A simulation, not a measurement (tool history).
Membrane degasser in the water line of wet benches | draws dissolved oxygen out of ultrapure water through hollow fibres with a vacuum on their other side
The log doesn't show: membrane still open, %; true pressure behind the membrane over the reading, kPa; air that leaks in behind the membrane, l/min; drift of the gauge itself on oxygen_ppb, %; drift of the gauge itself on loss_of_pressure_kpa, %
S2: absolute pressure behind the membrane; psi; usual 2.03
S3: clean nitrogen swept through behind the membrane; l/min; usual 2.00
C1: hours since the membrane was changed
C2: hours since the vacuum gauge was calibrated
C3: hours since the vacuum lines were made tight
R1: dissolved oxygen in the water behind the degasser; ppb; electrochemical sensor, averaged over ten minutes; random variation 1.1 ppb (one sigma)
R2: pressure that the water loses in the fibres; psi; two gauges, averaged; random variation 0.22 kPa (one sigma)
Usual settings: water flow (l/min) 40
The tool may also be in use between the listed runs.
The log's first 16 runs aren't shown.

Run 17, day 141.896: usual settings but S3 2.58 l/min; C1 15175; C2 275; C3 9161. Result: R1 379.3 ppb, R2 8.434 psi.
Run 18, day 151.442: usual settings but S2 3.16 psi, S3 2.58 l/min; C1 15404; C2 504; C3 9390. Result: R1 624.2 ppb, R2 8.440 psi.
Run 19, day 161.204: usual settings but water flow (l/min) 36, S3 1.46 l/min; C1 15639; C2 738; C3 9624. Result: R1 550.0 ppb, R2 7.636 psi.
Run 20, day 171.300: usual settings but water flow (l/min) 30, S2 3.90 psi, S3 1.65 l/min; C1 15881; C2 980; C3 9866. Result: R1 888.2 ppb, R2 6.387 psi.
Run 21, day 182.825: usual settings but water flow (l/min) 63, S2 1.62 psi, S3 3.04 l/min; C1 16158; C2 1257; C3 10143. Result: R1 417.3 ppb, R2 13.332 psi.
Run 22, day 192.408: usual settings but water flow (l/min) 63, S2 1.62 psi, S3 3.04 l/min; C1 16388; C2 1487; C3 10373. Result: R1 419.8 ppb, R2 13.352 psi.
Run 23, day 204.346: usual settings but S2 2.92 psi, S3 1.84 l/min; C1 16674; C2 1774; C3 10659. Result: R1 755.0 ppb, R2 8.534 psi.
Run 24, day 214.521: usual settings but S2 2.92 psi, S3 1.07 l/min; C1 16918; C2 2018; C3 10904. Result: R1 1152.5 ppb, R2 8.535 psi.
Run 25, day 224.183: usual settings but S2 3.63 psi, S3 2.58 l/min; C1 17150; C2 2250; C3 11136. Result: R1 727.4 ppb, R2 8.651 psi.
Run 26, day 236.475: usual settings but water flow (l/min) 46, S2 2.22 psi, S3 2.03 l/min; C1 17445; C2 2545; C3 11431. Result: R1 585.6 ppb, R2 9.844 psi.
Run 27, day 246.588: usual settings but water flow (l/min) 46, S2 3.55 psi, S3 1.49 l/min; C1 17688; C2 2787; C3 11673. Result: R1 1225.0 ppb, R2 9.890 psi.
Run 28, day 252.958: usual settings but water flow (l/min) 36, S2 1.46 psi, S3 1.49 l/min; C1 17841; C2 2940; C3 11826. Result: R1 358.2 ppb, R2 7.761 psi.
Run 29, day 259.133: usual settings but water flow (l/min) 36, S2 1.46 psi, S3 1.49 l/min; C1 17989; C2 3088; C3 11974. Result: R1 359.3 ppb, R2 7.816 psi.
At day 263.629: seals of the vacuum lines changed.
Run 30, day 267.688: usual settings but water flow (l/min) 45, S2 1.46 psi, S3 1.49 l/min; C1 18192; C2 3292; C3 97. Result: R1 438.4 ppb, R2 9.718 psi.
At day 276.300: membrane cartridge changed.
Run 31, day 278.979: usual settings but water flow (l/min) 45, S2 1.46 psi, S3 1.49 l/min; C1 64; C2 3559; C3 364. Result: R1 429.7 ppb, R2 8.705 psi.
Run 32, day 285.179: usual settings but water flow (l/min) 45, S2 1.46 psi, S3 1.49 l/min; C1 213; C2 3708; C3 513. Result: R1 429.7 ppb, R2 8.730 psi.

Forecast each of these 4 alternatives for the next run:
Run A, day 294.767: usual settings but water flow (l/min) 61, S2 1.46 psi, S3 1.15 l/min; C1 443; C2 3938; C3 743. Result: R1 ?, R2 ?.
Run B, day 294.767: usual settings but water flow (l/min) 43, S2 1.46 psi, S3 1.49 l/min; C1 443; C2 3938; C3 743. Result: R1 ?, R2 ?.
Run C, day 294.767: usual settings but water flow (l/min) 52, S2 3.55 psi; C1 443; C2 3938; C3 743. Result: R1 ?, R2 ?.
Run D, day 294.767: usual settings but water flow (l/min) 56, S2 2.31 psi, S3 1.94 l/min; C1 443; C2 3938; C3 743. Result: R1 ?, R2 ?.

run      R1      R2
  A   682.9  11.803
  B   414.2   8.302
  C  1074.2  10.083
  D   745.0  10.900
Without the tool's hidden state the same runs would have given:
run      R1      R2
  A   678.4  11.776
  B   411.3   8.283
  C  1071.7  10.060
  D   742.1  10.875
